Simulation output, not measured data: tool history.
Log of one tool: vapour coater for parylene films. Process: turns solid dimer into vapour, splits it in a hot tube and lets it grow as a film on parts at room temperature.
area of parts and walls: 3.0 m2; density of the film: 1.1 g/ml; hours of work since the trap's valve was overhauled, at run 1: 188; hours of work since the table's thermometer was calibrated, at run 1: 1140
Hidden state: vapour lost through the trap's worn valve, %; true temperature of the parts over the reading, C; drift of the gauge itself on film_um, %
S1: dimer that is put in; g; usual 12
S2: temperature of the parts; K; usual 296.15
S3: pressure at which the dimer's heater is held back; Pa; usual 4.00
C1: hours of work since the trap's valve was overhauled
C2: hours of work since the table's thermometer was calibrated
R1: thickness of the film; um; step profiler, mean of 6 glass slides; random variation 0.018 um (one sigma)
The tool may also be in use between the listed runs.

{"run": 1, "hour": 0.0, "S1": 12, "S2": 296.15, "S3": 4.0, "C1": 188, "C2": 1140, "R1": 2.3}
{"run": 2, "hour": 27.2, "S1": 5, "S2": 296.15, "S3": 4.0, "C1": 201, "C2": 1153, "R1": 0.98}
{"run": 3, "hour": 77.8, "S1": 5, "S2": 296.15, "S3": 4.0, "C1": 225, "C2": 1176, "R1": 0.96}
{"run": 4, "hour": 108.6, "S1": 12, "S2": 296.15, "S3": 6.49, "C1": 239, "C2": 1191, "R1": 2.11}
{"run": 5, "hour": 145.8, "S1": 12, "S2": 296.15, "S3": 4.0, "C1": 257, "C2": 1208, "R1": 2.3}
{"run": 6, "hour": 176.2, "S1": 7, "S2": 290.15, "S3": 2.32, "C1": 271, "C2": 1223, "R1": 1.61}
{"run": 7, "hour": 236.8, "S1": 21, "S2": 299.15, "S3": 4.0, "C1": 300, "C2": 1251, "R1": 3.82}
{"run": 8, "hour": 278.6, "S1": 18, "S2": 299.15, "S3": 4.0, "C1": 319, "C2": 1271, "R1": 3.24}
{"run": 9, "hour": 338.5, "S1": 18, "S2": 299.15, "S3": 4.0, "C1": 348, "C2": 1299, "R1": 3.21}

The next listed run, before its measurement:
{"run": 10, "hour": 371.3, "S1": 6, "S2": 290.15, "S3": 9.25, "C1": 363, "C2": 1315, "R1": "?"}

R1: 1.06 um
Without the tool's hidden state the same run would have given R1 1.15 um.
